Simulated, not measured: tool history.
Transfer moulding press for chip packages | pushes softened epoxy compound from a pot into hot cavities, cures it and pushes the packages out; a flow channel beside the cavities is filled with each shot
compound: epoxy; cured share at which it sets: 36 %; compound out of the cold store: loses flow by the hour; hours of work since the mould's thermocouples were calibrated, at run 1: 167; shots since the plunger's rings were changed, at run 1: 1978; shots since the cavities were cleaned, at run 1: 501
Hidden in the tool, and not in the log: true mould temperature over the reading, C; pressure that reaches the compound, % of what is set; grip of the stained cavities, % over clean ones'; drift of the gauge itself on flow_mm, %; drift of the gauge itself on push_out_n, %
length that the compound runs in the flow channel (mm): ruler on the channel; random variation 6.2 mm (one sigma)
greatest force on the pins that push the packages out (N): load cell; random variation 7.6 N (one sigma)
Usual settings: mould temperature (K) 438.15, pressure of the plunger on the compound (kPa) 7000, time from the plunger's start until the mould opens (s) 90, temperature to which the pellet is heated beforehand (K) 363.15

run,hour,mould temperature (K),pressure of the plunger on the compound (kPa),time from the plunger's start until the mould opens (s),temperature to which the pellet is heated beforehand (K),hours of work since the mould's thermocouples were calibrated,shots since the plunger's rings were changed,shots since the cavities were cleaned,incoming compound's hours out of the cold store,length that the compound runs in the flow channel (mm),greatest force on the pins that push the packages out (N)
1,0,438.15,7000,90,363.15,167,1978,501,32.3,651,326
# hour 12.4: cavities cleaned with cleaning compound and waxed
2,40.1,438.15,7000,90,363.15,196,2570,424,14,663,333
# hour 57.6: cavities cleaned with cleaning compound and waxed
3,86.4,438.15,7000,90,363.15,229,3256,441,34.8,648,325
# hour 104.6: cavities cleaned with cleaning compound and waxed
4,131.9,438.15,7000,90,363.15,261,3929,418,45.2,637,324
# hour 151.3: cavities cleaned with cleaning compound and waxed
5,173.9,438.15,7000,90,363.15,291,4549,345,37,647,336
# hour 198.1: cavities cleaned with cleaning compound and waxed
6,212.3,438.15,5390,90,363.15,319,5116,219,28.9,580,333
# hour 243: cavities cleaned with cleaning compound and waxed
7,245.7,438.15,6070,90,363.15,342,5603,40,12.1,628,321
8,281.6,438.15,7000,90,357.15,369,6154,591,23.3,674,334
# hour 289.8: cavities cleaned with cleaning compound and waxed
# hour 308.3: plunger's sealing rings changed
9,318.5,438.15,7000,90,357.15,393,156,401,40.4,640,328
# hour 337.2: cavities cleaned with cleaning compound and waxed
10,340.6,438.15,7000,90,363.15,408,472,52,10.7,679,327
11,370.9,438.15,7000,90,363.15,431,936,516,47.6,642,315
# hour 382.7: cavities cleaned with cleaning compound and waxed
12,407.7,438.15,7000,90,354.15,457,1476,382,34.4,658,319
# hour 428.1: cavities cleaned with cleaning compound and waxed
13,428.1,438.15,7000,90,354.15,471,1766,0,38.1,652,317
14,467.6,438.15,7000,90,363.15,500,2371,605,45.8,633,327
# hour 472.7: cavities cleaned with cleaning compound and waxed
15,496.9,438.15,7000,90,363.15,521,2796,370,10.4,690,326
# hour 517.2: cavities cleaned with cleaning compound and waxed
16,522.4,438.15,7000,90,363.15,538,3164,79,19,675,318
17,557.1,438.15,7000,90,363.15,564,3695,610,34.9,656,329
# hour 561.7: cavities cleaned with cleaning compound and waxed
18,588.6,438.15,5670,71,363.15,586,4155,411,15.9,602,442
# hour 606.8: cavities cleaned with cleaning compound and waxed
19,616.1,438.15,7000,111,363.15,606,4553,143,24.9,667,295
# hour 651.5: cavities cleaned with cleaning compound and waxed
20,658.8,432.15,7000,74,363.15,636,5184,111,9.3,693,621
21,683.5,432.15,7000,74,363.15,654,5562,489,20,682,619
# hour 696.7: cavities cleaned with cleaning compound and waxed
22,705.8,432.15,7000,74,363.15,670,5881,140,38,659,621
# hour 742.3: cavities cleaned with cleaning compound and waxed
# hour 747: plunger's sealing rings changed
23,754.6,439.15,6100,124,367.15,703,116,150,22.1,619,308
# hour 790.4: cavities cleaned with cleaning compound and waxed
24,801.9,444.15,7270,103,362.15,737,818,176,23.5,650,292
# hour 828.3: mould's thermocouples calibrated
# hour 837.2: cavities cleaned with cleaning compound and waxed
25,851.1,444.15,7270,103,362.15,16,1517,213,41.3,648,301
# hour 883.2: cavities cleaned with cleaning compound and waxed
26,886.2,444.15,7270,73,362.15,41,2033,47,44.3,637,319
27,910.6,438.15,5930,90,362.15,59,2406,420,24.8,613,329
# hour 929.1: cavities cleaned with cleaning compound and waxed
28,955.5,438.15,7540,106,357.15,91,3071,405,11.2,710,314

How the hidden state differs across the entries between the runs, from the last listed run before each to the first after it:
Between runs 1 and 2: cavities cleaned with cleaning compound and waxed (hour 12.4)
  pressure that reaches the compound, % of what is set: 99.82 -> 99.76; grip of the stained cavities, % over clean ones': 1.4 -> 1.3
Between runs 2 and 3: cavities cleaned with cleaning compound and waxed (hour 57.6)
  pressure that reaches the compound, % of what is set: 99.76 -> 99.7
Between runs 3 and 4: cavities cleaned with cleaning compound and waxed (hour 104.6)
  pressure that reaches the compound, % of what is set: 99.7 -> 99.64; grip of the stained cavities, % over clean ones': 1.3 -> 1.2
Between runs 4 and 5: cavities cleaned with cleaning compound and waxed (hour 151.3)
  pressure that reaches the compound, % of what is set: 99.64 -> 99.58; grip of the stained cavities, % over clean ones': 1.2 -> 1.1
Between runs 5 and 6: cavities cleaned with cleaning compound and waxed (hour 198.1)
  pressure that reaches the compound, % of what is set: 99.58 -> 99.52; grip of the stained cavities, % over clean ones': 1.1 -> 0.7
Between runs 6 and 7: cavities cleaned with cleaning compound and waxed (hour 243)
  pressure that reaches the compound, % of what is set: 99.52 -> 99.48; grip of the stained cavities, % over clean ones': 0.7 -> 0.2
Between runs 8 and 9: cavities cleaned with cleaning compound and waxed (hour 289.8); plunger's sealing rings changed (hour 308.3)
  pressure that reaches the compound, % of what is set: 99.43 -> 99.97; grip of the stained cavities, % over clean ones': 1.5 -> 1.2
Between runs 9 and 10: cavities cleaned with cleaning compound and waxed (hour 337.2)
  true mould temperature over the reading, C: 0.01 -> 0.02; pressure that reaches the compound, % of what is set: 99.97 -> 99.94; grip of the stained cavities, % over clean ones': 1.2 -> 0.2
Between runs 11 and 12: cavities cleaned with cleaning compound and waxed (hour 382.7)
  pressure that reaches the compound, % of what is set: 99.9 -> 99.85; grip of the stained cavities, % over clean ones': 1.4 -> 1.2
Between runs 12 and 13: cavities cleaned with cleaning compound and waxed (hour 428.1)
  pressure that reaches the compound, % of what is set: 99.85 -> 99.82; grip of the stained cavities, % over clean ones': 1.2 -> 0.1
Between runs 14 and 15: cavities cleaned with cleaning compound and waxed (hour 472.7)
  pressure that reaches the compound, % of what is set: 99.77 -> 99.73; grip of the stained cavities, % over clean ones': 1.5 -> 1
Between runs 15 and 16: cavities cleaned with cleaning compound and waxed (hour 517.2)
  pressure that reaches the compound, % of what is set: 99.73 -> 99.69; grip of the stained cavities, % over clean ones': 1 -> 0.3
Between runs 17 and 18: cavities cleaned with cleaning compound and waxed (hour 561.7)
  pressure that reaches the compound, % of what is set: 99.65 -> 99.6; grip of the stained cavities, % over clean ones': 1.5 -> 1.3
Between runs 18 and 19: cavities cleaned with cleaning compound and waxed (hour 606.8)
  pressure that reaches the compound, % of what is set: 99.6 -> 99.57; grip of the stained cavities, % over clean ones': 1.3 -> 0.5
Between runs 19 and 20: cavities cleaned with cleaning compound and waxed (hour 651.5)
  pressure that reaches the compound, % of what is set: 99.57 -> 99.51; grip of the stained cavities, % over clean ones': 0.5 -> 0.4
Between runs 21 and 22: cavities cleaned with cleaning compound and waxed (hour 696.7)
  pressure that reaches the compound, % of what is set: 99.47 -> 99.44; grip of the stained cavities, % over clean ones': 1.3 -> 0.5
Between runs 22 and 23: cavities cleaned with cleaning compound and waxed (hour 742.3); plunger's sealing rings changed (hour 747)
  pressure that reaches the compound, % of what is set: 99.44 -> 99.98; grip of the stained cavities, % over clean ones': 0.5 -> 0.6
Between runs 23 and 24: cavities cleaned with cleaning compound and waxed (hour 790.4)
  pressure that reaches the compound, % of what is set: 99.98 -> 99.92
Between runs 24 and 25: mould's thermocouples calibrated (hour 828.3); cavities cleaned with cleaning compound and waxed (hour 837.2)
  true mould temperature over the reading, C: 0.02 -> 0.01; pressure that reaches the compound, % of what is set: 99.92 -> 99.85; grip of the stained cavities, % over clean ones': 0.6 -> 0.7
Between runs 25 and 26: cavities cleaned with cleaning compound and waxed (hour 883.2)
  pressure that reaches the compound, % of what is set: 99.85 -> 99.8; grip of the stained cavities, % over clean ones': 0.7 -> 0.2
Between runs 27 and 28: cavities cleaned with cleaning compound and waxed (hour 929.1)
  pressure that reaches the compound, % of what is set: 99.77 -> 99.7

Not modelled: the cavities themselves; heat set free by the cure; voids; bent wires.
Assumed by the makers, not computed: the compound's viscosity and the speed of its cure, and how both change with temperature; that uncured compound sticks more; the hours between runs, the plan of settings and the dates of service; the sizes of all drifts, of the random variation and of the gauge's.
